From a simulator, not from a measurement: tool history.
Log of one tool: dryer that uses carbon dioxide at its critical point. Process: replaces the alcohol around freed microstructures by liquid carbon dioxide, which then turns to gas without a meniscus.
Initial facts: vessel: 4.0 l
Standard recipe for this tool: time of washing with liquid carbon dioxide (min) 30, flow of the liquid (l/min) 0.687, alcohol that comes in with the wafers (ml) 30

run,day,time of washing with liquid carbon dioxide (min),flow of the liquid (l/min),alcohol that comes in with the wafers (ml),alcohol left in the vessel before it's heated (ppm by volume)
1,0,30,0.687,30,137
2,1.033,30,0.687,30,155
3,2.175,30,0.687,25,144
4,3.325,48,0.687,25,50
5,4.375,30,0.687,30,181
6,5.438,30,0.687,30,187
7,6.633,30,0.687,30,189
8,7.604,30,0.687,30,192
9,8.475,30,0.687,30,198
10,9.079,30,0.687,30,191
11,9.817,30,0.687,30,192
12,10.45,30,0.687,30,203
13,11.746,30,0.687,30,213
14,12.829,30,0.687,30,222
15,13.662,30,0.687,30,223
16,14.258,30,0.687,30,221
17,15.396,30,0.44,30,734
18,16.075,22,0.687,30,514
19,16.762,30,0.687,32,236
20,17.408,30,0.687,30,244
# day 18.029: inlet filter changed
21,18.521,30,0.687,30,211
22,19.642,30,0.498,68,916
23,20.829,38,0.933,33,112
24,21.946,38,0.933,33,126
25,22.962,30,0.706,26,208
26,24.075,32,1.012,43,132
27,25.062,32,1.012,37,131
28,26.012,35,0.49,30,391
29,27,19,0.759,40,674
30,27.954,19,0.759,40,674
31,28.654,19,0.759,40,682
32,29.629,30,0.687,41,301
33,30.721,30,0.687,41,329
34,31.371,30,0.676,67,440
35,32.362,23,0.462,51,1782
36,33.467,30,0.532,119,1502
37,34.417,30,0.532,119,1508
38,35.808,30,0.433,119,2626
39,36.4,33,0.952,55,196
40,37.046,40,0.484,119,924
41,38.112,40,0.484,119,936

For some of the steps in alcohol left in the vessel before it's heated (ppm by volume) from one run to the next: how much would appear even if the tool had no hidden state, given the settings, what came in and random variation, and how much remains for the hidden state plus any gauge scatter that the measured result and the result without hidden state don't share?
Hidden state present: flow that reaches the vessel past the clogged filter, %; alcohol in the recycled carbon dioxide, ppm; drift of the gauge itself on alcohol_ppm, %.
Run 34 -> 35: time of washing with liquid carbon dioxide (min) 30 -> 23, flow of the liquid (l/min) 0.676 -> 0.462, alcohol that comes in with the wafers (ml) 67 -> 51. alcohol left in the vessel before it's heated (ppm by volume) +1342: hidden state +97, all else +1245.
Run 37 -> 38: flow of the liquid (l/min) 0.532 -> 0.433. alcohol left in the vessel before it's heated (ppm by volume) +1118: hidden state +114, all else +1004.
Run 38 -> 39: time of washing with liquid carbon dioxide (min) 30 -> 33, flow of the liquid (l/min) 0.433 -> 0.952, alcohol that comes in with the wafers (ml) 119 -> 55. alcohol left in the vessel before it's heated (ppm by volume) -2430: hidden state -287, all else -2143.
Run 39 -> 40: time of washing with liquid carbon dioxide (min) 33 -> 40, flow of the liquid (l/min) 0.952 -> 0.484, alcohol that comes in with the wafers (ml) 55 -> 119. alcohol left in the vessel before it's heated (ppm by volume) +728: hidden state +140, all else +588.
